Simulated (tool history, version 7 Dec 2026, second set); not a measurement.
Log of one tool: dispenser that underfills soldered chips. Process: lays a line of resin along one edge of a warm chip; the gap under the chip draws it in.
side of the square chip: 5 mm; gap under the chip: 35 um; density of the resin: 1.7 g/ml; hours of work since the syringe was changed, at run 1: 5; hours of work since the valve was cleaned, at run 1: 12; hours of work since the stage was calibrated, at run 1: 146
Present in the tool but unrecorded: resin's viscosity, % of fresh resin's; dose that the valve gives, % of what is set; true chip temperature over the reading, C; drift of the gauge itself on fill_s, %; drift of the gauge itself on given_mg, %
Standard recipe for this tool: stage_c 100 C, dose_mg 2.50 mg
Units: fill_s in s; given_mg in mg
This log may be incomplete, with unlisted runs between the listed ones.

run	hour	stage_c	dose_mg	hours of work since the syringe was changed	hours of work since the valve was cleaned	hours of work since the stage was calibrated	fill_s	given_mg
1	0.0	100	2.50	5	12	146	59.4	2.49
2	3.1	100	2.23	7	14	149	71.2	2.23
# hour 6.1: new syringe of resin
3	6.1	93	2.23	0	17	151	49.1	2.21
4	10.7	93	2.23	4	20	155	65.8	2.22
5	14.5	93	2.23	7	23	158	82.8	2.20
# hour 18.4: new syringe of resin
6	19.2	90	2.23	1	27	161	56.3	2.20
7	23.9	87	2.50	4	30	165	81.6	2.46
8	28.7	103	2.50	8	34	169	69.4	2.49
# hour 30.9: new syringe of resin
9	32.9	97	2.50	2	37	172	50.5	2.45
10	36.4	97	2.50	4	40	175	61.7	2.47
11	38.9	97	2.50	6	42	177	70.9	2.46
12	41.4	97	2.50	8	44	179	81.1	2.43
# hour 43.2: new syringe of resin
13	44.7	97	2.50	1	47	181	48.7	2.44
14	47.3	100	2.50	3	49	183	52.9	2.45
15	50.6	100	2.50	6	51	186	63.4	2.42
16	52.7	87	2.50	8	53	187	102.8	2.44
# hour 55.5: new syringe of resin
17	56.7	98	2.50	1	56	190	47.4	2.45
18	60.9	101	2.46	4	59	194	55.8	2.38
19	63.0	101	2.46	6	61	195	63.1	2.39
# hour 67.9: new syringe of resin
20	68.3	102	3.19	0	65	199	38.7	3.07
21	71.8	102	3.19	3	68	202	47.7	3.11
22	75.5	102	3.19	6	71	205	59.0	3.06
# hour 80.0: new syringe of resin
23	80.0	86	2.83	0	74	208	59.0	2.71
24	84.5	96	2.43	4	77	212	57.6	2.33
25	86.7	113	2.60	5	79	214	43.0	2.50
# hour 92.2: new syringe of resin
26	92.2	101	2.32	0	83	218	40.1	2.23
27	96.1	111	2.57	3	86	221	39.2	2.44
28	99.6	94	3.19	6	89	224	72.3	3.05
29	102.0	94	3.19	8	91	226	81.7	3.03
# hour 104.5: new syringe of resin
30	105.2	94	3.19	0	93	228	49.6	3.04
31	107.6	113	2.55	2	95	230	36.0	2.42
32	110.7	94	3.03	5	98	232	68.6	2.88
33	113.8	113	2.95	7	100	235	51.0	2.81

Here are 5 independent what-if runs from the current tool condition. What would each one return?
# hour 117.0: new syringe of resin
A	117.0	113	2.27	0	103	237	?	?
# hour 117.0: new syringe of resin
B	117.0	114	2.38	0	103	237	?	?
# hour 117.0: new syringe of resin
C	117.0	113	2.26	0	103	237	?	?
# hour 117.0: new syringe of resin
D	117.0	93	3.10	0	103	237	?	?
# hour 117.0: new syringe of resin
E	117.0	98	2.80	0	103	237	?	?

run	fill_s	given_mg
A	29.5	2.15
B	29.0	2.27
C	29.2	2.14
D	47.6	2.93
E	41.4	2.64
Stripped of hidden state, with their random variation kept, the same runs would have yielded:
run	fill_s	given_mg
A	30.2	2.27
B	29.7	2.40
C	29.9	2.26
D	49.2	3.10
E	42.7	2.79
